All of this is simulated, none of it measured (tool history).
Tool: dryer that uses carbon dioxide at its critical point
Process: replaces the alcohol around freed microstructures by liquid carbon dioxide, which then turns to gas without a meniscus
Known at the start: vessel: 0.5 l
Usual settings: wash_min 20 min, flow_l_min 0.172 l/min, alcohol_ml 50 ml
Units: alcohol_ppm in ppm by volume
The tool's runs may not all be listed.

{"run": 1, "day": 0.0, "wash_min": 20, "flow_l_min": 0.172, "alcohol_ml": 50, "alcohol_ppm": 237}
{"run": 2, "day": 0.267, "wash_min": 20, "flow_l_min": 0.135, "alcohol_ml": 50, "alcohol_ppm": 779}
{"run": 3, "day": 0.571, "wash_min": 20, "flow_l_min": 0.135, "alcohol_ml": 50, "alcohol_ppm": 786}
{"run": 4, "day": 0.983, "wash_min": 20, "flow_l_min": 0.135, "alcohol_ml": 39, "alcohol_ppm": 639}
{"run": 5, "day": 1.233, "wash_min": 20, "flow_l_min": 0.172, "alcohol_ml": 50, "alcohol_ppm": 247}
{"run": 6, "day": 1.65, "wash_min": 20, "flow_l_min": 0.172, "alcohol_ml": 50, "alcohol_ppm": 247}
{"run": 7, "day": 2.1, "wash_min": 20, "flow_l_min": 0.172, "alcohol_ml": 50, "alcohol_ppm": 243}
{"run": 8, "day": 2.408, "wash_min": 14, "flow_l_min": 0.151, "alcohol_ml": 50, "alcohol_ppm": 2309}
{"run": 9, "day": 2.875, "wash_min": 14, "flow_l_min": 0.151, "alcohol_ml": 50, "alcohol_ppm": 2356}
{"run": 10, "day": 3.158, "wash_min": 14, "flow_l_min": 0.151, "alcohol_ml": 50, "alcohol_ppm": 2346}
{"run": 11, "day": 3.512, "wash_min": 14, "flow_l_min": 0.151, "alcohol_ml": 50, "alcohol_ppm": 2382}
{"run": 12, "day": 3.779, "wash_min": 14, "flow_l_min": 0.151, "alcohol_ml": 50, "alcohol_ppm": 2393}
{"run": 13, "day": 4.083, "wash_min": 16, "flow_l_min": 0.218, "alcohol_ml": 40, "alcohol_ppm": 211}

Forecast each of these 3 alternatives for the next run:
{"run": "A", "day": 4.358, "wash_min": 21, "flow_l_min": 0.238, "alcohol_ml": 108, "alcohol_ppm": "?"}
{"run": "B", "day": 4.358, "wash_min": 23, "flow_l_min": 0.214, "alcohol_ml": 51, "alcohol_ppm": "?"}
{"run": "C", "day": 4.358, "wash_min": 29, "flow_l_min": 0.172, "alcohol_ml": 50, "alcohol_ppm": "?"}

run=A alcohol_ppm=74
run=B alcohol_ppm=50
run=C alcohol_ppm=53
Without the tool's hidden state the same runs would have given:
run=A alcohol_ppm=25
run=B alcohol_ppm=9
run=C alcohol_ppm=12
